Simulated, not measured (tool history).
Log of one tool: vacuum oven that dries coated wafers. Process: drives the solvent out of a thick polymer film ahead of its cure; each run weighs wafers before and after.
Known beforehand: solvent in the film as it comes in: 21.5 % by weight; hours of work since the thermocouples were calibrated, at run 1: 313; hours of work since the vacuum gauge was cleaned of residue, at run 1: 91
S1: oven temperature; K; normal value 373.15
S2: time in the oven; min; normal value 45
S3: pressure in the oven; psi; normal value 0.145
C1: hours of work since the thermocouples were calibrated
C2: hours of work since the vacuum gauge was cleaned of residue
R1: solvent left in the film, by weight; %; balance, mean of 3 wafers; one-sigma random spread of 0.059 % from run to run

Run 1, hour 0: usual settings; C1 313; C2 91. Result: R1 3.25 %.
Run 2, hour 13.5: usual settings; C1 322; C2 100. Result: R1 3.23 %.
Run 3, hour 35: usual settings; C1 337; C2 115. Result: R1 3.38 %.
Run 4, hour 56.2: usual settings; C1 351; C2 129. Result: R1 3.22 %.
Run 5, hour 79.2: usual settings but S1 370.15 K; C1 367; C2 145. Result: R1 4.29 %.
Run 6, hour 90.5: usual settings but S1 370.15 K; C1 374; C2 153. Result: R1 4.34 %.
Run 7, hour 104.1: usual settings but S1 370.15 K; C1 384; C2 162. Result: R1 4.36 %.
Run 8, hour 125.7: usual settings but S1 370.15 K; C1 398; C2 177. Result: R1 4.34 %.
Run 9, hour 140.7: usual settings but S1 370.15 K; C1 409; C2 187. Result: R1 4.44 %.
Run 10, hour 161.1: usual settings but S1 370.15 K; C1 423; C2 201. Result: R1 4.41 %.
Run 11, hour 183.4: usual settings but S1 370.15 K; C1 438; C2 216. Result: R1 4.42 %.
Run 12, hour 196: usual settings but S1 370.15 K; C1 446; C2 225. Result: R1 4.46 %.
At hour 199.5: oven's thermocouples calibrated.
Run 13, hour 215.3: usual settings but S1 361.15 K, S2 25 min, S3 0.151 psi; C1 11; C2 236. Result: R1 11.67 %.
Run 14, hour 233.2: usual settings but S1 361.15 K, S2 25 min, S3 0.09 psi; C1 23; C2 249. Result: R1 11.42 %.
Run 15, hour 246.7: usual settings but S1 361.15 K, S2 25 min, S3 0.09 psi; C1 32; C2 258. Result: R1 11.29 %.
Run 16, hour 260.8: usual settings but S1 379.15 K, S2 42 min, S3 0.495 psi; C1 42; C2 267. Result: R1 3.78 %.
Run 17, hour 276: usual settings but S1 385.15 K, S2 22 min; C1 52; C2 278. Result: R1 3.14 %.
Run 18, hour 296.8: usual settings but S1 385.15 K, S2 22 min; C1 66; C2 292. Result: R1 3.14 %.
Run 19, hour 308.3: usual settings but S1 384.15 K, S3 0.379 psi; C1 74; C2 300. Result: R1 2.15 %.
Run 20, hour 327.7: usual settings but S2 37 min, S3 0.2 psi; C1 87; C2 313. Result: R1 4.87 %.
Run 21, hour 340.9: usual settings but S2 61 min, S3 0.103 psi; C1 96; C2 322. Result: R1 2.06 %.
At hour 348.1: oven's thermocouples calibrated, once more.
Run 22, hour 365.7: usual settings but S1 388.15 K, S2 31 min; C1 12; C2 337. Result: R1 1.15 %.

Measured minus without-hidden-state, run by run (identical run-to-run variation in each term; gauge scatter may differ):
The hidden state here: true wafer temperature over the reading, C; true pressure over the reading, kPa; drift of the gauge itself on solvent_pct, %.
run     R1
  1  +0.18
  2  +0.18
  3   +0.2
  4  +0.21
  5  +0.26
  6  +0.26
  7  +0.26
  8  +0.29
  9  +0.29
 10  +0.31
 11  +0.32
 12  +0.34
 13  +0.45
 14  +0.45
 15  +0.46
 16  +0.35
 17  +0.37
 18  +0.38
 19  +0.23
 20  +0.52
 21  +0.37
 22  +0.13

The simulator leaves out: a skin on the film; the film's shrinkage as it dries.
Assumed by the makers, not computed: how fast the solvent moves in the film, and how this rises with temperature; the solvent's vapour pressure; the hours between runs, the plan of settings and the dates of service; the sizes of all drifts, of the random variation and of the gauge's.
